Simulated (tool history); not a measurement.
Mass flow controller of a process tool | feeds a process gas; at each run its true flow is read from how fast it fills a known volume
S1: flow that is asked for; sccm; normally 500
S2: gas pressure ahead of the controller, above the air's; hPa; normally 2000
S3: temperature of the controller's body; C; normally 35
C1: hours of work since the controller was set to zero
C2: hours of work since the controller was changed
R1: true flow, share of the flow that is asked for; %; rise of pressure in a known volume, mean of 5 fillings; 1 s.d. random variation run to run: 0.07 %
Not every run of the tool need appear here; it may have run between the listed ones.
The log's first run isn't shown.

run 2 hour=102.3 | S1=500 S2=2000 S3=35 | C1=3814 C2=3814 | R1=99.11
run 3 hour=224.9 | S1=500 S2=2000 S3=35 | C1=3904 C2=3904 | R1=99.04
run 4 hour=317.4 | S1=500 S2=2000 S3=35 | C1=3972 C2=3972 | R1=99.05
run 5 hour=383.5 | S1=500 S2=2000 S3=35 | C1=4020 C2=4020 | R1=99.08
run 6 hour=483.0 | S1=500 S2=2000 S3=35 | C1=4093 C2=4093 | R1=98.86
run 7 hour=599.3 | S1=500 S2=2000 S3=30 | C1=4178 C2=4178 | R1=98.73
run 8 hour=656.3 | S1=500 S2=2000 S3=30 | C1=4220 C2=4220 | R1=98.72
run 9 hour=785.8 | S1=500 S2=2000 S3=30 | C1=4315 C2=4315 | R1=98.67
run 10 hour=875.9 | S1=500 S2=2000 S3=25 | C1=4381 C2=4381 | R1=98.48
run 11 hour=990.1 | S1=500 S2=2250 S3=35 | C1=4464 C2=4464 | R1=98.87
run 12 hour=1124.7 | S1=500 S2=2000 S3=35 | C1=4563 C2=4563 | R1=99.22
run 13 hour=1258.9 | S1=500 S2=2000 S3=35 | C1=4661 C2=4661 | R1=99.15
run 14 hour=1390.9 | S1=500 S2=2000 S3=35 | C1=4758 C2=4758 | R1=99.06
run 15 hour=1488.1 | S1=500 S2=2000 S3=35 | C1=4829 C2=4829 | R1=99.08
run 16 hour=1585.1 | S1=500 S2=2000 S3=35 | C1=4900 C2=4900 | R1=99.09
run 17 hour=1672.1 | S1=500 S2=2420 S3=35 | C1=4963 C2=4963 | R1=98.76
run 18 hour=1765.2 | S1=500 S2=2420 S3=35 | C1=5032 C2=5032 | R1=98.79
run 19 hour=1869.6 | S1=500 S2=2000 S3=35 | C1=5108 C2=5108 | R1=99.01
run 20 hour=1929.7 | S1=500 S2=2000 S3=35 | C1=5152 C2=5152 | R1=98.99
run 21 hour=1985.7 | S1=500 S2=2000 S3=35 | C1=5193 C2=5193 | R1=99.06
run 22 hour=2115.0 | S1=500 S2=2000 S3=35 | C1=5288 C2=5288 | R1=98.97
-- hour=2222.4 controller's zero set anew
run 23 hour=2237.5 | S1=500 S2=2000 S3=35 | C1=11 C2=5377 | R1=99.05
run 24 hour=2355.9 | S1=386 S2=2000 S3=35 | C1=98 C2=5464 | R1=98.77

What does the tool deliver on the next run?
run 25 hour=2442.7 | S1=266 S2=1450 S3=22 | C1=161 C2=5527 | R1=?

Run 25 yielded R1 98.02 %.
On a tool with no hidden condition, and with the same random variation, this run would have come out at R1 98.02 %.

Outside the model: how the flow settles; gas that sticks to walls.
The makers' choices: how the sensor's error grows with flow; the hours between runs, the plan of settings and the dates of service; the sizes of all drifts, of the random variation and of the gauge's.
